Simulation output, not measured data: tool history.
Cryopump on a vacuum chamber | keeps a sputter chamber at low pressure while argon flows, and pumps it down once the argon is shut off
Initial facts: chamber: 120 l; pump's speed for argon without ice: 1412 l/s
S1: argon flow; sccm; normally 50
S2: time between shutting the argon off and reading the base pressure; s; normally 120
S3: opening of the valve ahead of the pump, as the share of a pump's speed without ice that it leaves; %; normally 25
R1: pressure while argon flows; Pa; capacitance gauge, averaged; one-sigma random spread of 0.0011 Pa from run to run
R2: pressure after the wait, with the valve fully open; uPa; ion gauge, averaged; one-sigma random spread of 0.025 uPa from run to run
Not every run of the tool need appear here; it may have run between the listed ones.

{"run": 1, "hour": 0.0, "S1": 50, "S2": 120, "S3": 25, "R1": 0.2432, "R2": 1.21}
{"run": 2, "hour": 56.2, "S1": 50, "S2": 52, "S3": 25, "R1": 0.2422, "R2": 2.09}
{"run": 3, "hour": 109.7, "S1": 50, "S2": 52, "S3": 25, "R1": 0.2437, "R2": 2.23}
{"run": 4, "hour": 176.3, "S1": 50, "S2": 52, "S3": 25, "R1": 0.2464, "R2": 2.34}
{"run": 5, "hour": 221.3, "S1": 50, "S2": 52, "S3": 25, "R1": 0.2472, "R2": 2.32}
{"run": 6, "hour": 271.2, "S1": 50, "S2": 32, "S3": 25, "R1": 0.2474, "R2": 3.39}
{"run": 7, "hour": 336.4, "S1": 24, "S2": 120, "S3": 25, "R1": 0.1196, "R2": 1.4}
{"run": 8, "hour": 369.7, "S1": 26, "S2": 120, "S3": 25, "R1": 0.1282, "R2": 1.43}
{"run": 9, "hour": 404.7, "S1": 26, "S2": 120, "S3": 25, "R1": 0.1285, "R2": 1.47}
{"run": 10, "hour": 454.4, "S1": 26, "S2": 120, "S3": 25, "R1": 0.1298, "R2": 1.56}
{"run": 11, "hour": 506.8, "S1": 26, "S2": 120, "S3": 25, "R1": 0.1288, "R2": 1.53}
{"run": 12, "hour": 545.7, "S1": 26, "S2": 120, "S3": 25, "R1": 0.1298, "R2": 1.53}
{"run": 13, "hour": 601.9, "S1": 50, "S2": 120, "S3": 25, "R1": 0.2478, "R2": 1.6}
{"run": 14, "hour": 631.2, "S1": 62, "S2": 120, "S3": 25, "R1": 0.31, "R2": 1.66}
{"run": 15, "hour": 686.2, "S1": 62, "S2": 120, "S3": 25, "R1": 0.3108, "R2": 1.66}
{"run": 16, "hour": 724.2, "S1": 62, "S2": 120, "S3": 25, "R1": 0.3118, "R2": 1.69}

What will run 17 give?
{"run": 17, "hour": 791.3, "S1": 50, "S2": 120, "S3": 25, "R1": "?", "R2": "?"}

{"run 17": {"R1": 0.2491, "R2": 1.74}}
If the tool had no hidden condition, the same run with the same run-to-run variation would have returned R1 0.2369 Pa, R2 0.92 uPa.
